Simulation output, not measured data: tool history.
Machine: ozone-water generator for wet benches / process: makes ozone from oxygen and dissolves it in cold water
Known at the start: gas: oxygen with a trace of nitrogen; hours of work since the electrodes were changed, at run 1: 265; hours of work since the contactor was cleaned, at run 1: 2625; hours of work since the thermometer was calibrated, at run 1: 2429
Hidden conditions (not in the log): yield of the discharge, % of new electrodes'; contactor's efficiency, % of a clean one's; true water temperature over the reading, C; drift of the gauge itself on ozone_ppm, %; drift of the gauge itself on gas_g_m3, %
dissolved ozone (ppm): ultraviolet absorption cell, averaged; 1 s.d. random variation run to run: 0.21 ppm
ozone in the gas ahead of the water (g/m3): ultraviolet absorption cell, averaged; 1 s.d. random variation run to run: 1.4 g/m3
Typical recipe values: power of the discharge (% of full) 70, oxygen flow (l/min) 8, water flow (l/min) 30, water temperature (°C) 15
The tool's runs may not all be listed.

| run | hour | power of the discharge (% of full) | oxygen flow (l/min) | water flow (l/min) | water temperature (°C) | hours of work since the electrodes were changed | hours of work since the contactor was cleaned | hours of work since the thermometer was calibrated | dissolved ozone (ppm) | ozone in the gas ahead of the water (g/m3) |
|---|---|---|---|---|---|---|---|---|---|---|
| 1 | 0 | 70 | 8 | 30 | 15 | 265 | 2625 | 2429 | 29.8 | 250.9 |
| 2 | 45.6 | 70 | 8 | 30 | 15 | 299 | 2659 | 2463 | 29.1 | 252.1 |
| 3 | 67.7 | 70 | 8 | 30 | 15 | 315 | 2675 | 2479 | 29.5 | 251.3 |
| 4 | 96.4 | 70 | 8 | 30 | 15 | 336 | 2696 | 2500 | 29.5 | 250.4 |
| 5 | 121.1 | 70 | 8 | 30 | 15 | 354 | 2714 | 2519 | 29.7 | 248.4 |
| 6 | 160.5 | 70 | 8 | 30 | 15 | 383 | 2744 | 2548 | 29.5 | 249.7 |
| 7 | 211.2 | 70 | 8 | 30 | 15 | 421 | 2781 | 2585 | 29.4 | 248.5 |
| 8 | 248.7 | 56 | 8 | 30 | 15 | 449 | 2809 | 2613 | 24 | 205.9 |
| 9 | 291.8 | 56 | 8 | 30 | 15 | 480 | 2841 | 2645 | 24 | 203.3 |
| 10 | 317.3 | 56 | 8 | 30 | 15 | 499 | 2859 | 2664 | 23.9 | 204.9 |
| 11 | 346.7 | 70 | 8 | 30 | 22 | 521 | 2881 | 2685 | 26.1 | 251.7 |
| 12 | 392.7 | 70 | 8 | 30 | 22 | 555 | 2915 | 2719 | 26.1 | 250.2 |
| 13 | 438.6 | 86 | 8 | 30 | 22 | 589 | 2949 | 2753 | 31.8 | 297.5 |
| 14 | 465.6 | 61 | 4.44 | 31 | 7 | 609 | 2969 | 2773 | 24.5 | 293.1 |

Run 15 has not been measured yet. What should we expect?
| 15 | 492 | 62 | 13.92 | 28 | 14 | 628 | 2988 | 2793 | ? | ? |

Run 15 came out at dissolved ozone (ppm) 28.4, ozone in the gas ahead of the water (g/m3) 173.7.
If the tool had no hidden condition, the same run with the same run-to-run variation would have returned dissolved ozone (ppm) 29.3, ozone in the gas ahead of the water (g/m3) 175.1.
